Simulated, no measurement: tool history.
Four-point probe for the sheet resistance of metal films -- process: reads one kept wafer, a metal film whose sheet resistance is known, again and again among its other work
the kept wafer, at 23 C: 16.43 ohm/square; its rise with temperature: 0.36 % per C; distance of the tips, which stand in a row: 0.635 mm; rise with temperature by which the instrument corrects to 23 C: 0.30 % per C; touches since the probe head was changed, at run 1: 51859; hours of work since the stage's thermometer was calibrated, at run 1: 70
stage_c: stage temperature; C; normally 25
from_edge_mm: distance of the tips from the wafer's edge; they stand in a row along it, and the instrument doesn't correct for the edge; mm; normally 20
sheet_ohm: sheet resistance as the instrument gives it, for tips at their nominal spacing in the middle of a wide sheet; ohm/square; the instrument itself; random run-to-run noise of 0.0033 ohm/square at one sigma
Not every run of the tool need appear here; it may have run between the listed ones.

run	hour	stage_c	from_edge_mm	touches since the probe head was changed	hours of work since the stage's thermometer was calibrated	sheet_ohm
1	0.0	25	20	51859	70	16.364028
2	26.1	25	20	52956	83	16.365218
3	74.4	25	20	54980	107	16.356925
4	118.0	30	20	56811	129	16.409611
5	162.2	30	20	58668	152	16.407433
6	205.8	25	20	60496	174	16.353564
7	253.2	23	20	62486	198	16.322338
8	285.5	23	20	63843	214	16.321067
9	328.9	23	20	65665	236	16.322179
10	354.9	25	20	66755	249	16.337419
11	401.3	25	20	68702	272	16.339268
12	442.8	25	20	70445	293	16.334797
13	497.2	25	20	72726	321	16.332722
14	543.1	25	20	74656	344	16.319102
15	570.4	25	20	75801	358	16.320554
16	596.4	25	10	76890	371	16.342471
# hour 619.3: new probe head fitted
17	653.1	25	20	1420	399	16.372044
18	689.2	25	20	2936	417	16.369692
19	726.9	26	3	4519	437	16.749509
20	779.0	26	4	6707	463	16.581806
21	814.8	34	66	8207	481	16.440182
22	861.9	20	30	10183	505	16.292432
23	915.6	25	16	12440	532	16.350837
24	970.2	26	4	14729	559	16.561528
25	1006.7	26	4	16262	578	16.561295
26	1062.1	26	4	18589	606	16.559452
27	1088.2	25	12	19683	619	16.344433
28	1111.1	28	12	20645	631	16.378920
29	1138.0	28	12	21774	644	16.378750
30	1166.8	24	5	22982	659	16.448302
31	1216.6	25	25	25072	684	16.321145
32	1252.9	27	35	26597	702	16.339014
33	1281.9	27	35	27812	717	16.338501
34	1330.2	27	6	29839	741	16.420124

What if the next run were any one of these 3? Each begins from the tool's condition after run 34:
A	1356.5	25	16	30944	755	?
B	1356.5	28	20	30944	755	?
C	1356.5	33	6	30944	755	?

run	sheet_ohm
A	16.319342
B	16.339607
C	16.486268
Had the tool no hidden state, the same runs would have come out as:
run	sheet_ohm
A	16.469300
B	16.489627
C	16.637367
